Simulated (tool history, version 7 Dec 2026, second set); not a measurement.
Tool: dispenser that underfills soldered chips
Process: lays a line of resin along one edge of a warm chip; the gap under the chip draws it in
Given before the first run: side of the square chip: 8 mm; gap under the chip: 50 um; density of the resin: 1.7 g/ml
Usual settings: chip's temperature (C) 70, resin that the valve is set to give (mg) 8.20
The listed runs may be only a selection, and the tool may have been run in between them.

| run | hour | chip's temperature (C) | resin that the valve is set to give (mg) | time until the resin shows at the far edge (s) | resin that the valve gave (mg) |
|---|---|---|---|---|---|
| 1 | 0.0 | 70 | 8.20 | 52.9 | 7.84 |
| 2 | 4.6 | 57 | 8.20 | 68.1 | 7.94 |
| 3 | 9.2 | 70 | 8.20 | 45.8 | 7.84 |
| 4 | 12.5 | 70 | 8.20 | 51.4 | 7.86 |
| 5 | 16.6 | 70 | 8.20 | 36.3 | 7.76 |
| 6 | 20.6 | 61 | 8.20 | 60.7 | 7.79 |
| 7 | 25.2 | 70 | 8.80 | 48.2 | 8.28 |
| 8 | 28.0 | 70 | 8.80 | 50.9 | 8.31 |
| 9 | 31.1 | 70 | 8.80 | 36.0 | 8.37 |
| 10 | 35.4 | 70 | 9.50 | 41.0 | 8.88 |
| 11 | 37.7 | 70 | 8.20 | 45.3 | 7.76 |
| 12 | 41.4 | 70 | 8.20 | 50.8 | 7.67 |
| 13 | 43.5 | 70 | 8.20 | 55.2 | 7.55 |
| 14 | 48.9 | 70 | 9.48 | 40.8 | 8.80 |
| 15 | 52.8 | 70 | 9.48 | 46.1 | 8.88 |
| 16 | 55.3 | 70 | 9.48 | 48.9 | 8.79 |
| 17 | 59.8 | 70 | 9.48 | 37.1 | 8.78 |
| 18 | 62.1 | 70 | 8.20 | 40.4 | 7.68 |
| 19 | 65.4 | 56 | 8.00 | 81.9 | 7.33 |
| 20 | 70.2 | 56 | 8.00 | 94.9 | 7.29 |
| 21 | 75.4 | 70 | 8.70 | 38.5 | 8.00 |
| 22 | 79.9 | 70 | 8.72 | 44.2 | 7.93 |
| 23 | 83.8 | 60 | 10.66 | 73.5 | 9.74 |
| 24 | 88.7 | 61 | 8.57 | 55.5 | 7.76 |
| 25 | 90.9 | 61 | 8.57 | 59.9 | 7.71 |
| 26 | 93.7 | 78 | 9.21 | 31.6 | 8.28 |
| 27 | 96.9 | 60 | 9.38 | 73.3 | 8.47 |
| 28 | 99.7 | 76 | 7.02 | 46.3 | 6.28 |
| 29 | 104.8 | 76 | 7.02 | 34.8 | 6.20 |
| 30 | 109.0 | 67 | 9.25 | 52.2 | 8.26 |
| 31 | 112.7 | 78 | 9.18 | 38.5 | 8.05 |
| 32 | 115.0 | 78 | 9.18 | 39.8 | 8.04 |
| 33 | 118.2 | 75 | 9.51 | 32.6 | 8.34 |
| 34 | 121.1 | 74 | 7.56 | 38.1 | 6.64 |
| 35 | 124.9 | 56 | 10.29 | 86.6 | 9.06 |

The log once held 9 entries between its listed runs, left out of this copy. Where does each go, and what is different about the tool's unlogged condition between the listed run before it and the listed run after it?
Logged between run 1 and run 2: new syringe of resin (hour 2.2)
  resin's viscosity, % of fresh resin's: 144.4 -> 107.5; dose that the valve gives, % of what is set: 96.27 -> 95.99; true chip temperature over the reading, C: -0.76 -> -0.77
  what was measured, less what the result would be without the hidden state, time until the resin shows at the far edge (s): +17.6 -> +7.3; resin that the valve gave (mg): -0.31 -> -0.33
Logged between run 4 and run 5: new syringe of resin (hour 16.6)
  resin's viscosity, % of fresh resin's: 137.5 -> 99.2; dose that the valve gives, % of what is set: 95.43 -> 95.17; true chip temperature over the reading, C: -0.8 -> -0.82
  what was measured, less what the result would be without the hidden state, time until the resin shows at the far edge (s): +15.4 -> +1.2; resin that the valve gave (mg): -0.38 -> -0.40
Logged between run 8 and run 9: new syringe of resin (hour 30.9)
  resin's viscosity, % of fresh resin's: 141.1 -> 100; dose that the valve gives, % of what is set: 94.38 -> 94.2; true chip temperature over the reading, C: -0.86 -> -0.87
  what was measured, less what the result would be without the hidden state, time until the resin shows at the far edge (s): +16.3 -> +1.5; resin that the valve gave (mg): -0.49 -> -0.51
Logged between run 13 and run 14: new syringe of resin (hour 45.4)
  resin's viscosity, % of fresh resin's: 146.8 -> 110.9; dose that the valve gives, % of what is set: 93.27 -> 92.92; true chip temperature over the reading, C: -0.91 -> -0.93
  what was measured, less what the result would be without the hidden state, time until the resin shows at the far edge (s): +19.3 -> +5.6; resin that the valve gave (mg): -0.56 -> -0.67
Logged between run 16 and run 17: new syringe of resin (hour 59.5)
  resin's viscosity, % of fresh resin's: 135 -> 100; dose that the valve gives, % of what is set: 92.47 -> 92.21; true chip temperature over the reading, C: -0.95 -> -0.97
  what was measured, less what the result would be without the hidden state, time until the resin shows at the far edge (s): +14.3 -> +1.7; resin that the valve gave (mg): -0.72 -> -0.73
Logged between run 20 and run 21: new syringe of resin (hour 73.7)
  resin's viscosity, % of fresh resin's: 138 -> 103.8; dose that the valve gives, % of what is set: 91.46 -> 91.1; true chip temperature over the reading, C: -1.01 -> -1.03
  what was measured, less what the result would be without the hidden state, time until the resin shows at the far edge (s): +30.3 -> +3.3; resin that the valve gave (mg): -0.68 -> -0.77
Logged between run 23 and run 24: new syringe of resin (hour 87.8)
  resin's viscosity, % of fresh resin's: 134.7 -> 101.8; dose that the valve gives, % of what is set: 90.5 -> 90.17; true chip temperature over the reading, C: -1.06 -> -1.07
  what was measured, less what the result would be without the hidden state, time until the resin shows at the far edge (s): +21.6 -> +4.3; resin that the valve gave (mg): -1.01 -> -0.84
Logged between run 28 and run 29: new syringe of resin (hour 101.9)
  resin's viscosity, % of fresh resin's: 143.3 -> 108.8; dose that the valve gives, % of what is set: 89.4 -> 89.06; true chip temperature over the reading, C: -1.11 -> -1.13
  what was measured, less what the result would be without the hidden state, time until the resin shows at the far edge (s): +16.5 -> +5.5; resin that the valve gave (mg): -0.74 -> -0.77
Logged between run 32 and run 33: new syringe of resin (hour 116.2)
  resin's viscosity, % of fresh resin's: 149.2 -> 106.7; dose that the valve gives, % of what is set: 88.34 -> 88.12; true chip temperature over the reading, C: -1.16 -> -1.17
  what was measured, less what the result would be without the hidden state, time until the resin shows at the far edge (s): +14.8 -> +3.8; resin that the valve gave (mg): -1.07 -> -1.12
